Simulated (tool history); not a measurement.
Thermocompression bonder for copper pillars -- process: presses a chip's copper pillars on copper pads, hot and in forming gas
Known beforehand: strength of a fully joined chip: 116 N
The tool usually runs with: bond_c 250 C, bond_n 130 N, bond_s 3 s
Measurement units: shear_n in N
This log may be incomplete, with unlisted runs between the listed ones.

run   hour  bond_c  bond_n  bond_s  shear_n
  1    0.0     250     130       3     53.9
  2   31.7     250     130       3     53.5
  3   54.1     250     130       3     54.1
  4   77.3     250     130       3     54.5
  5   96.4     250     130       3     55.7
  6  116.1     250     130       3     53.5
  7  141.1     250     130       2     46.8
  8  157.0     250     130       3     55.4
  9  182.7     250     130       3     55.4
 10  210.5     250     130       3     54.6
 11  237.9     250     130       8     74.9
 12  258.9     250     130       8     73.8
 13  290.5     271     130       8     86.4
 14  306.8     272     130       8     87.7
 15  323.6     272     130       8     85.1
 16  338.9     272     130       8     89.1
 17  358.4     272     130       8     88.2
 18  387.9     272     163       8     98.3
 19  406.8     272     163       8     97.2
 20  433.2     272     163       8     98.7
 21  460.2     277     124       8     87.4
 22  476.7     277     124       8     89.5
 23  498.0     256     184       3     77.7
 24  512.1     256     184       3     78.2
 25  539.4     271     129       8     87.0
 26  573.7     271     129       8     87.6
 27  588.4     275     140       4     79.9
 28  608.0     275     177       4     90.8
 29  633.5     275     177       4     92.4
 30  659.6     251      81       9     52.4
 31  684.0     251      81       9     53.6
 32  706.7     227     130       2     35.9
 33  740.4     227     130       2     36.2
 34  757.2     236     141       4     56.3
 35  775.4     250     116       5     59.3
 36  801.8     257     147       2     57.1
 37  827.5     246     147       2     50.9
 38  861.6     246     147       2     50.7
 39  894.3     246     147       2     50.7

Not shown here: 2 entries made in the log between runs. Locate each between two listed runs and compare the hidden state at the listed run before it with the hidden state at the listed run after it:
In the gap between runs 6 and 7: forming gas filter changed (hour 121.3)
  force that reaches the chip, % of what is set: 99.9 -> 99.8; oxide that the forming gas leaves, % of the face: 0.8 -> 0.51
In the gap between runs 18 and 19: heater calibrated with a thermocouple chip (hour 404.9)
  true temperature of the bond over the reading, C: -0.7 -> 0; oxide that the forming gas leaves, % of the face: 0.59 -> 0.6
